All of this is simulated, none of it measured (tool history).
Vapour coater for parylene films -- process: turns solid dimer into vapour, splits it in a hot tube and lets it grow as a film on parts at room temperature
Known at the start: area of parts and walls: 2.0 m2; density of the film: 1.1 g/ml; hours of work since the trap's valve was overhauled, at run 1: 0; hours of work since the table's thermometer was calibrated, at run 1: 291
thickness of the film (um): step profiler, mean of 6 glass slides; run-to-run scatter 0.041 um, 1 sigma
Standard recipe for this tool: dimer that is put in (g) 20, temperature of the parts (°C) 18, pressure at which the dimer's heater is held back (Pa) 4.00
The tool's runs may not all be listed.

run,hour,dimer that is put in (g),temperature of the parts (°C),pressure at which the dimer's heater is held back (Pa),hours of work since the trap's valve was overhauled,hours of work since the table's thermometer was calibrated,thickness of the film (um)
1,0.0,20,18,4.00,0,291,5.23
2,49.6,20,18,9.08,21,312,4.35
3,83.9,20,18,9.08,36,327,4.35
4,142.7,20,18,9.08,61,352,4.33
5,189.8,20,18,9.08,81,372,4.35
6,217.7,20,18,9.08,93,384,4.33
7,244.8,20,18,9.08,104,396,4.31
8,271.4,20,18,4.00,116,407,4.99
9,322.5,33,18,7.63,138,429,7.23
10,357.0,33,12,4.89,152,443,9.49
11,411.2,33,12,4.89,175,467,9.29
12,436.3,19,13,8.27,186,477,4.67
13,482.5,12,13,4.45,206,497,3.34
14,507.2,9,18,4.00,216,508,2.16
15,554.0,9,18,4.00,236,527,2.17

Below are 3 alternative next runs, each starting from the tool's condition after run 15. Predict each:
A,610.5,8,20,4.98,260,552,?
B,610.5,20,19,4.00,260,552,?
C,610.5,20,28,4.00,260,552,?

run,thickness of the film (um)
A,1.73
B,4.63
C,3.55
With no hidden state in the tool, these same runs would have given:
run,thickness of the film (um)
A,1.89
B,5.05
C,3.87

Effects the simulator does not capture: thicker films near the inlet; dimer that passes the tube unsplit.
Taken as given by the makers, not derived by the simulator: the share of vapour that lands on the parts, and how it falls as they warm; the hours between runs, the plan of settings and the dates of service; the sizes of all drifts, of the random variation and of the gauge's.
